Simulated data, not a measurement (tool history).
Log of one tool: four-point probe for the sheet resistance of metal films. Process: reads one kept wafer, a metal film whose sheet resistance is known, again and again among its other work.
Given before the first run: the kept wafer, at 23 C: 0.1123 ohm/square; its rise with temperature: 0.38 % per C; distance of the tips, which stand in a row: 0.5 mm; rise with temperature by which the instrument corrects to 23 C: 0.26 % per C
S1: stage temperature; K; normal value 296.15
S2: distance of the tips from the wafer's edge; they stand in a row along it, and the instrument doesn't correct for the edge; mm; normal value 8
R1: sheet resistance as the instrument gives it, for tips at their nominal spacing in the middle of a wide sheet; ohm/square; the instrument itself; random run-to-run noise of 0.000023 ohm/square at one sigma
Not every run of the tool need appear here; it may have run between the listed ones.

run   hour      S1  S2        R1
  1      0  296.15   8  0.111561
  2   10.8  296.15   8  0.111533
  3   24.1  296.15   8  0.111503
  4   33.2  296.15   8  0.111542
  5   45.7  299.15   8  0.111918
  6   55.1  299.15   8  0.111922
  7   62.6  299.15  31  0.111723
  8     72  299.15  31  0.111661
  9     83  299.15  31  0.111691
 10   99.6  299.15  31  0.111746
 11  108.7  299.15  31  0.111688
 12  120.6  292.15  52  0.110744
 13  136.9  295.15   9  0.111378
 14  151.1  292.15   3  0.112358
 15  166.5  296.15   8  0.111483
 16  176.2  296.15   8  0.111524
       188  -- stage's thermometer calibrated
 17  190.2  296.15  46  0.111464
 18    202  296.15  46  0.111438

4 ways to go on from here, each from the tool as it stands after run 18. What would each give?
  A  218.3  299.15   4   ?
  B  218.3  298.15  74   ?
  C  218.3  301.15  38   ?
  D  218.3  298.15  46   ?

run        R1
  A  0.112734
  B   0.11169
  C   0.11207
  D    0.1117
What these runs would have given with no unlogged condition in the tool:
run        R1
  A  0.113627
  B  0.112576
  C  0.112958
  D  0.112585
